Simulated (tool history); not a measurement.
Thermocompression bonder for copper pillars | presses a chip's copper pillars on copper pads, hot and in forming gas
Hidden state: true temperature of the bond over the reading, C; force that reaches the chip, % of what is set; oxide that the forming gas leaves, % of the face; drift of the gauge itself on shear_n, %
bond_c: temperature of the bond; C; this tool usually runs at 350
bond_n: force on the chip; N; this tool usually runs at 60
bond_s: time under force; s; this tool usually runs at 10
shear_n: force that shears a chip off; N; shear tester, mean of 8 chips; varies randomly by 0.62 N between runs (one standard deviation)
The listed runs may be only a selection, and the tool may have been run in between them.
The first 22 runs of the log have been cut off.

| run | hour | bond_c | bond_n | bond_s | hours of work since the heater was calibrated | hours of work since the force cell was calibrated | hours of work since the gas filter was changed | shear_n |
|---|---|---|---|---|---|---|---|---|
| 23 | 289.4 | 350 | 59 | 11 | 482 | 328 | 62 | 35.8 |
| 24 | 301.6 | 350 | 59 | 11 | 489 | 335 | 69 | 34.7 |
| 25 | 312.9 | 373 | 59 | 10 | 495 | 341 | 75 | 46.4 |
| 26 | 330.8 | 339 | 60 | 10 | 505 | 351 | 85 | 30.7 |
| 27 | 348.3 | 339 | 60 | 10 | 515 | 361 | 95 | 28.4 |
| 28 | 366.2 | 329 | 60 | 10 | 525 | 371 | 105 | 25.3 |
| 29 | 381.7 | 350 | 69 | 15 | 534 | 380 | 114 | 46 |
| 30 | 397.2 | 367 | 81 | 9 | 543 | 389 | 123 | 51.5 |
| 31 | 406.9 | 369 | 86 | 9 | 549 | 395 | 128 | 55.5 |
| 32 | 415.2 | 338 | 53 | 9 | 553 | 399 | 133 | 25.2 |
| 33 | 422.9 | 344 | 53 | 29 | 558 | 404 | 138 | 42 |
| 34 | 438.9 | 344 | 49 | 29 | 567 | 413 | 147 | 39.1 |
| 35 | 451.9 | 367 | 52 | 12 | 574 | 420 | 154 | 40.2 |

What will run 36 give?
| 36 | 470.5 | 350 | 67 | 6 | 585 | 431 | 165 | ? |

shear_n: 31.6 N
Were there no unlogged condition in the tool, this run, its random variation unchanged, would have produced shear_n 33.8 N.
